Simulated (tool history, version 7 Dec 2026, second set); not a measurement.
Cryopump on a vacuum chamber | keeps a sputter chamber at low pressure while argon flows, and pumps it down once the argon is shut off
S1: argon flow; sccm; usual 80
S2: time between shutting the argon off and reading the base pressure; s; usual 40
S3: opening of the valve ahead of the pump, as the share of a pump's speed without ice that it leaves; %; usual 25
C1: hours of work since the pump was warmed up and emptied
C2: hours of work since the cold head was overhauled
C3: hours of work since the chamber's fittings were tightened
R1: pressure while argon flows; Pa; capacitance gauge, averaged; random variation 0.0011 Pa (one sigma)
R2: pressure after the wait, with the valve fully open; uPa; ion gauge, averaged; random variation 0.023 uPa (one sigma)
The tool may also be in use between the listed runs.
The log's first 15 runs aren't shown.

run 16 hour=502.2 | S1=95 S2=209 S3=23 | C1=276 C2=276 C3=513 | R1=0.3266 R2=0.60
run 17 hour=529.3 | S1=80 S2=101 S3=16 | C1=288 C2=288 C3=524 | R1=0.3894 R2=0.70
run 18 hour=550.5 | S1=80 S2=101 S3=16 | C1=297 C2=297 C3=534 | R1=0.3911 R2=0.71
run 19 hour=583.4 | S1=80 S2=101 S3=16 | C1=312 C2=312 C3=548 | R1=0.3906 R2=0.79
run 20 hour=615.8 | S1=98 S2=40 S3=18 | C1=326 C2=326 C3=562 | R1=0.4295 R2=1.09
run 21 hour=637.1 | S1=144 S2=23 S3=51 | C1=335 C2=335 C3=571 | R1=0.2493 R2=1.51
run 22 hour=657.4 | S1=144 S2=23 S3=51 | C1=344 C2=344 C3=580 | R1=0.2482 R2=1.50
run 23 hour=684.2 | S1=33 S2=28 S3=51 | C1=355 C2=355 C3=592 | R1=0.0565 R2=1.35
run 24 hour=702.4 | S1=33 S2=28 S3=51 | C1=363 C2=363 C3=599 | R1=0.0573 R2=1.36
run 25 hour=722.7 | S1=65 S2=106 S3=21 | C1=372 C2=372 C3=608 | R1=0.2506 R2=0.79
run 26 hour=742.1 | S1=65 S2=106 S3=21 | C1=380 C2=380 C3=617 | R1=0.2520 R2=0.79
run 27 hour=775.9 | S1=113 S2=106 S3=21 | C1=395 C2=395 C3=631 | R1=0.4344 R2=0.84
run 28 hour=810.2 | S1=43 S2=287 S3=25 | C1=410 C2=410 C3=646 | R1=0.1420 R2=0.69
run 29 hour=826.5 | S1=88 S2=287 S3=30 | C1=417 C2=417 C3=653 | R1=0.2492 R2=0.69
run 30 hour=865.9 | S1=150 S2=111 S3=42 | C1=434 C2=434 C3=670 | R1=0.3186 R2=0.85

Forecast each of these 3 alternatives for the next run:
run A hour=900.8 | S1=78 S2=115 S3=35 | C1=449 C2=449 C3=685 | R1=? R2=?
run B hour=900.8 | S1=80 S2=168 S3=25 | C1=449 C2=449 C3=685 | R1=? R2=?
run C hour=900.8 | S1=106 S2=98 S3=17 | C1=449 C2=449 C3=685 | R1=? R2=?

run=A R1=0.1947 R2=0.86
run=B R1=0.2679 R2=0.76
run=C R1=0.5022 R2=0.91
Without the tool's hidden state the same runs would have given:
run=A R1=0.1649 R2=0.34
run=B R1=0.2374 R2=0.24
run=C R1=0.4618 R2=0.38
